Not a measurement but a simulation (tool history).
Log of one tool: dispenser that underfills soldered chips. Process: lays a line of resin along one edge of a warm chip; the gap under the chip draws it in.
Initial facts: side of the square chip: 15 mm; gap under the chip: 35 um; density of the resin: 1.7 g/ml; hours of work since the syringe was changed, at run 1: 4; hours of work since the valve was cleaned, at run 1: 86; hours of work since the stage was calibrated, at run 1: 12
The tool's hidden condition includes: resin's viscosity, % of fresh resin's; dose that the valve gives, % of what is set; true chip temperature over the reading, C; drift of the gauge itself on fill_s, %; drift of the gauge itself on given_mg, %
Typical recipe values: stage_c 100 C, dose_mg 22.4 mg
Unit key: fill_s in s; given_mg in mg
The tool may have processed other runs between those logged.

run	day	stage_c	dose_mg	hours of work since the syringe was changed	hours of work since the valve was cleaned	hours of work since the stage was calibrated	fill_s	given_mg
1	0	100	22.4	4	86	12	355.1	21.38
# day 0.45: new syringe of resin
2	0.45	100	22.4	0	93	18	278	21.32
3	0.829	103	22.4	6	99	24	351.4	20.97
4	1.1	100	28.4	10	103	28	510.3	26.84
# day 1.158: new syringe of resin
5	1.462	100	28.4	5	108	34	359.8	26.78
6	1.696	91	22.4	8	112	37	653	20.89
# day 1.888: new syringe of resin
7	2.142	100	20.8	4	118	44	352.3	19.39
# day 2.592: new syringe of resin
8	2.679	100	23.1	1	126	52	299.2	21.48
9	3.029	100	23.6	7	132	57	412.3	21.98
# day 3.312: new syringe of resin
10	3.338	113	23.6	0	136	62	176.2	21.71
11	3.579	113	23.6	4	140	66	221.8	21.87
12	3.879	113	23.6	9	144	70	294.1	21.77
# day 3.992: dispensing valve cleaned and set on the balance
# day 4.071: new syringe of resin
13	4.171	113	23.6	2	3	74	177.5	23.63
14	4.65	113	23.6	9	10	81	286.3	23.31
# day 4.788: new syringe of resin
15	5.096	99	22.4	5	17	88	381.4	22.29
16	5.458	105	22.4	10	22	93	431.4	22.23
# day 5.517: new syringe of resin
17	5.846	100	23.4	5	28	99	370	23.11
18	6.175	90	19.7	10	33	104	744.1	19.37
# day 6.233: new syringe of resin
19	6.45	110	24.5	3	37	108	228	23.85
# day 6.954: new syringe of resin
20	6.983	111	28.6	0	45	116	186.8	27.72
21	7.283	86	27	5	49	121	630.4	26.14
22	7.588	94	20.3	10	54	125	643.1	19.63
# day 7.683: new syringe of resin
23	8.025	94	20.3	5	61	132	484.6	19.55
24	8.321	110	21.5	10	65	136	343.5	20.67
# day 8.396: new syringe of resin
25	8.704	110	21.5	5	71	142	252.2	20.46
26	9.079	110	21.5	10	77	148	363.1	20.42
# day 9.117: new syringe of resin
27	9.579	110	21.5	7	84	155	286.9	20.49
# day 9.817: new syringe of resin
28	10.088	88	22.5	4	92	163	550.4	21.24
29	10.396	89	24.1	9	96	168	705.8	22.98
# day 10.542: new syringe of resin
30	10.725	89	24.1	3	101	172	474.4	22.75
31	11.075	89	24.1	8	107	178	671.6	22.55
# day 11.258: new syringe of resin
32	11.621	89	24.1	6	115	186	573.8	22.52
33	11.892	89	24.1	10	119	190	752.8	22.57
# day 11.983: new syringe of resin
34	12.175	89	24.1	3	123	194	493	22.28

Measured less the same run without the tool's hidden state. The same run-to-run variation is in both; the gauge's scatter may not be:
run	fill_s	given_mg
1	+73.1	-1.09
2	-4.4	-1.17
3	+102.8	-1.23
4	+230.2	-1.63
5	+84.5	-1.73
6	+255.1	-1.41
7	+72.7	-1.39
8	+17	-1.65
9	+133.2	-1.76
10	+3.6	-1.81
11	+49.8	-1.87
12	+122.5	-1.92
13	+9.5	-0.09
14	+114.8	-0.18
15	+90.9	-0.25
16	+200.4	-0.33
17	+90.7	-0.41
18	+334.1	-0.41
19	+37.4	-0.55
20	+1.5	-0.77
21	+159.4	-0.8
22	+285.7	-0.65
23	+119.6	-0.73
24	+149.6	-0.83
25	+57.6	-0.9
26	+167.9	-0.96
27	+92.6	-1.05
28	+103.6	-1.2
29	+279.1	-1.36
30	+48.9	-1.42
31	+241.1	-1.48
32	+144.5	-1.6
33	+318.6	-1.66
34	+60.5	-1.7

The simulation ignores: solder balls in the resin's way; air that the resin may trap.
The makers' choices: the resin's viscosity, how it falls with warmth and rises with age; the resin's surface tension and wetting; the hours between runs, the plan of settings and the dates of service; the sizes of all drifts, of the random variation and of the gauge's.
